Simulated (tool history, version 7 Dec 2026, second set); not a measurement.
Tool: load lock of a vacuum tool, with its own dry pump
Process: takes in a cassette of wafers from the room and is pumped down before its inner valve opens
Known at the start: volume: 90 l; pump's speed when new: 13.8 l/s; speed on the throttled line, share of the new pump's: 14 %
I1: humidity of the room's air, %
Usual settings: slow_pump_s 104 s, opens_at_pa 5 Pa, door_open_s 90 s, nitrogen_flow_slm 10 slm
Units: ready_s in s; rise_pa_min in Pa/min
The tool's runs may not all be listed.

{"run": 1, "hour": 0.0, "slow_pump_s": 104, "opens_at_pa": 5, "door_open_s": 90, "nitrogen_flow_slm": 10, "I1": 40.6, "ready_s": 155.8, "rise_pa_min": 0.37}
{"run": 2, "hour": 47.6, "slow_pump_s": 104, "opens_at_pa": 5, "door_open_s": 90, "nitrogen_flow_slm": 10, "I1": 44.3, "ready_s": 156.0, "rise_pa_min": 0.366}
{"run": 3, "hour": 118.3, "slow_pump_s": 104, "opens_at_pa": 5, "door_open_s": 90, "nitrogen_flow_slm": 10, "I1": 44.1, "ready_s": 155.0, "rise_pa_min": 0.382}
{"run": 4, "hour": 193.3, "slow_pump_s": 104, "opens_at_pa": 5, "door_open_s": 90, "nitrogen_flow_slm": 10, "I1": 41.5, "ready_s": 155.7, "rise_pa_min": 0.383}
{"run": 5, "hour": 233.6, "slow_pump_s": 104, "opens_at_pa": 5, "door_open_s": 90, "nitrogen_flow_slm": 10, "I1": 39.2, "ready_s": 155.2, "rise_pa_min": 0.384}
{"run": 6, "hour": 295.4, "slow_pump_s": 104, "opens_at_pa": 5, "door_open_s": 52, "nitrogen_flow_slm": 10, "I1": 46.1, "ready_s": 155.5, "rise_pa_min": 0.389}
{"run": 7, "hour": 336.7, "slow_pump_s": 104, "opens_at_pa": 5, "door_open_s": 52, "nitrogen_flow_slm": 10, "I1": 45.7, "ready_s": 155.9, "rise_pa_min": 0.397}
{"run": 8, "hour": 383.0, "slow_pump_s": 104, "opens_at_pa": 5, "door_open_s": 52, "nitrogen_flow_slm": 10, "I1": 46.6, "ready_s": 157.2, "rise_pa_min": 0.392}
{"run": 9, "hour": 451.0, "slow_pump_s": 104, "opens_at_pa": 5, "door_open_s": 90, "nitrogen_flow_slm": 4, "I1": 45.8, "ready_s": 155.2, "rise_pa_min": 0.412}
{"run": 10, "hour": 501.8, "slow_pump_s": 104, "opens_at_pa": 5, "door_open_s": 90, "nitrogen_flow_slm": 4, "I1": 44.1, "ready_s": 155.2, "rise_pa_min": 0.426}
{"run": 11, "hour": 569.2, "slow_pump_s": 104, "opens_at_pa": 5, "door_open_s": 90, "nitrogen_flow_slm": 9, "I1": 47.1, "ready_s": 157.8, "rise_pa_min": 0.423}
{"run": 12, "hour": 614.2, "slow_pump_s": 104, "opens_at_pa": 10, "door_open_s": 90, "nitrogen_flow_slm": 10, "I1": 44.5, "ready_s": 151.0, "rise_pa_min": 0.425}
{"run": 13, "hour": 700.7, "slow_pump_s": 104, "opens_at_pa": 10, "door_open_s": 90, "nitrogen_flow_slm": 10, "I1": 44.5, "ready_s": 152.9, "rise_pa_min": 0.43}
{"run": 14, "hour": 769.4, "slow_pump_s": 104, "opens_at_pa": 5, "door_open_s": 90, "nitrogen_flow_slm": 10, "I1": 43.0, "ready_s": 156.7, "rise_pa_min": 0.427}
{"run": 15, "hour": 828.5, "slow_pump_s": 104, "opens_at_pa": 5, "door_open_s": 90, "nitrogen_flow_slm": 10, "I1": 46.9, "ready_s": 156.3, "rise_pa_min": 0.439}
{"run": 16, "hour": 904.7, "slow_pump_s": 104, "opens_at_pa": 5, "door_open_s": 34, "nitrogen_flow_slm": 7, "I1": 44.0, "ready_s": 157.1, "rise_pa_min": 0.426}
{"run": 17, "hour": 990.2, "slow_pump_s": 104, "opens_at_pa": 5, "door_open_s": 25, "nitrogen_flow_slm": 7, "I1": 43.5, "ready_s": 156.5, "rise_pa_min": 0.435}
{"run": 18, "hour": 1066.6, "slow_pump_s": 180, "opens_at_pa": 10, "door_open_s": 227, "nitrogen_flow_slm": 11, "I1": 43.2, "ready_s": 217.5, "rise_pa_min": 0.485}
{"run": 19, "hour": 1114.4, "slow_pump_s": 180, "opens_at_pa": 10, "door_open_s": 227, "nitrogen_flow_slm": 11, "I1": 42.8, "ready_s": 216.0, "rise_pa_min": 0.486}
{"run": 20, "hour": 1172.0, "slow_pump_s": 104, "opens_at_pa": 5, "door_open_s": 90, "nitrogen_flow_slm": 15, "I1": 45.9, "ready_s": 156.2, "rise_pa_min": 0.469}
{"run": 21, "hour": 1227.8, "slow_pump_s": 104, "opens_at_pa": 5, "door_open_s": 152, "nitrogen_flow_slm": 10, "I1": 47.6, "ready_s": 157.6, "rise_pa_min": 0.484}
{"run": 22, "hour": 1299.2, "slow_pump_s": 104, "opens_at_pa": 5, "door_open_s": 152, "nitrogen_flow_slm": 10, "I1": 44.4, "ready_s": 158.1, "rise_pa_min": 0.491}
{"run": 23, "hour": 1383.7, "slow_pump_s": 70, "opens_at_pa": 4, "door_open_s": 48, "nitrogen_flow_slm": 18, "I1": 47.4, "ready_s": 129.1, "rise_pa_min": 0.479}
{"run": 24, "hour": 1440.3, "slow_pump_s": 70, "opens_at_pa": 4, "door_open_s": 48, "nitrogen_flow_slm": 18, "I1": 47.2, "ready_s": 130.3, "rise_pa_min": 0.474}
{"run": 25, "hour": 1513.2, "slow_pump_s": 70, "opens_at_pa": 9, "door_open_s": 69, "nitrogen_flow_slm": 10, "I1": 47.0, "ready_s": 123.7, "rise_pa_min": 0.502}
{"run": 26, "hour": 1561.2, "slow_pump_s": 146, "opens_at_pa": 9, "door_open_s": 89, "nitrogen_flow_slm": 29, "I1": 43.3, "ready_s": 188.7, "rise_pa_min": 0.49}
{"run": 27, "hour": 1649.1, "slow_pump_s": 80, "opens_at_pa": 5, "door_open_s": 90, "nitrogen_flow_slm": 10, "I1": 44.1, "ready_s": 135.4, "rise_pa_min": 0.515}
{"run": 28, "hour": 1722.1, "slow_pump_s": 80, "opens_at_pa": 5, "door_open_s": 90, "nitrogen_flow_slm": 9, "I1": 42.3, "ready_s": 137.7, "rise_pa_min": 0.516}
{"run": 29, "hour": 1793.4, "slow_pump_s": 104, "opens_at_pa": 5, "door_open_s": 90, "nitrogen_flow_slm": 6, "I1": 45.5, "ready_s": 157.9, "rise_pa_min": 0.527}

Some steps in ready_s between neighbouring runs. How much of each would the tool show without its hidden state too (settings, what came in, random variation), and how much is left for the hidden state, with any gauge scatter that isn't in both results?
The hidden state here: pump's speed, % of a new pump's; leak at the door's seal, Pa l/s; drift of the gauge itself on ready_s, %; drift of the gauge itself on rise_pa_min, %.
Run 17 -> 18: slow_pump_s 104 -> 180, opens_at_pa 5 -> 10, door_open_s 25 -> 227, nitrogen_flow_slm 7 -> 11. ready_s +61.0 s: hidden state -0.4, all else +61.4.
Run 19 -> 20: slow_pump_s 180 -> 104, opens_at_pa 10 -> 5, door_open_s 227 -> 90, nitrogen_flow_slm 11 -> 15. ready_s -59.8 s: hidden state +0.5, all else -60.3.
Run 25 -> 26: slow_pump_s 70 -> 146, door_open_s 69 -> 89, nitrogen_flow_slm 10 -> 29. ready_s +65.0 s: hidden state -0.3, all else +65.3.
Run 26 -> 27: slow_pump_s 146 -> 80, opens_at_pa 9 -> 5, door_open_s 89 -> 90, nitrogen_flow_slm 29 -> 10. ready_s -53.3 s: hidden state +0.6, all else -53.9.
